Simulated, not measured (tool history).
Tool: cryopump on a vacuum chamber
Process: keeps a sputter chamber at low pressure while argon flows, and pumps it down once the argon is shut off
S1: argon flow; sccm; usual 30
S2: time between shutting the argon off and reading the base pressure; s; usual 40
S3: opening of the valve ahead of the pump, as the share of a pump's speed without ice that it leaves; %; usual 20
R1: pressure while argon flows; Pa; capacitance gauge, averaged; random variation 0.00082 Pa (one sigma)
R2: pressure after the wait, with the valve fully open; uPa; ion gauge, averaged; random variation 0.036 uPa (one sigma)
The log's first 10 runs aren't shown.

| run | hour | S1 | S2 | S3 | R1 | R2 |
|---|---|---|---|---|---|---|
| 11 | 327.0 | 30 | 182 | 20 | 0.1724 | 0.99 |
| 12 | 362.2 | 30 | 78 | 20 | 0.1735 | 1.54 |
|  | 378.7 | pump warmed up, emptied and cooled again |
| 13 | 389.4 | 30 | 270 | 20 | 0.1637 | 0.79 |
| 14 | 412.5 | 30 | 270 | 20 | 0.1641 | 0.79 |
| 15 | 453.5 | 30 | 270 | 20 | 0.1643 | 0.80 |
| 16 | 495.9 | 30 | 270 | 20 | 0.1662 | 0.92 |
| 17 | 530.1 | 30 | 270 | 20 | 0.1669 | 0.86 |
| 18 | 560.3 | 26 | 270 | 17 | 0.1702 | 0.92 |
| 19 | 603.9 | 16 | 114 | 37 | 0.0496 | 1.30 |
| 20 | 647.0 | 23 | 40 | 23 | 0.1128 | 2.53 |
| 21 | 689.1 | 51 | 21 | 20 | 0.2899 | 4.22 |
| 22 | 727.6 | 55 | 40 | 24 | 0.2680 | 2.60 |
|  | 754.8 | pump warmed up, emptied and cooled again |
| 23 | 756.0 | 55 | 40 | 24 | 0.2499 | 2.38 |
| 24 | 799.7 | 55 | 40 | 24 | 0.2505 | 2.54 |
| 25 | 835.4 | 55 | 40 | 24 | 0.2519 | 2.58 |
| 26 | 856.1 | 55 | 119 | 46 | 0.1334 | 1.42 |
| 27 | 899.2 | 30 | 109 | 20 | 0.1648 | 1.47 |
| 28 | 928.2 | 30 | 85 | 18 | 0.1851 | 1.67 |
| 29 | 970.2 | 22 | 60 | 32 | 0.0798 | 2.07 |
| 30 | 1005.3 | 30 | 40 | 42 | 0.0842 | 2.75 |
| 31 | 1054.7 | 29 | 21 | 20 | 0.1640 | 4.47 |
| 32 | 1078.4 | 29 | 21 | 20 | 0.1645 | 4.35 |
| 33 | 1102.9 | 29 | 21 | 20 | 0.1678 | 4.50 |

3 ways to go on from here, each from the tool as it stands after run 33. What would each give?
|  | 1132.7 | pump warmed up, emptied and cooled again |
| A | 1149.2 | 23 | 36 | 40 | ? | ? |
|  | 1132.7 | pump warmed up, emptied and cooled again |
| B | 1149.2 | 21 | 50 | 16 | ? | ? |
|  | 1132.7 | pump warmed up, emptied and cooled again |
| C | 1149.2 | 30 | 154 | 20 | ? | ? |

| run | R1 | R2 |
|---|---|---|
| A | 0.0619 | 2.84 |
| B | 0.1422 | 2.30 |
| C | 0.1638 | 1.30 |
Without the tool's hidden state the same runs would have given:
| run | R1 | R2 |
|---|---|---|
| A | 0.0612 | 2.16 |
| B | 0.1415 | 1.63 |
| C | 0.1628 | 0.63 |
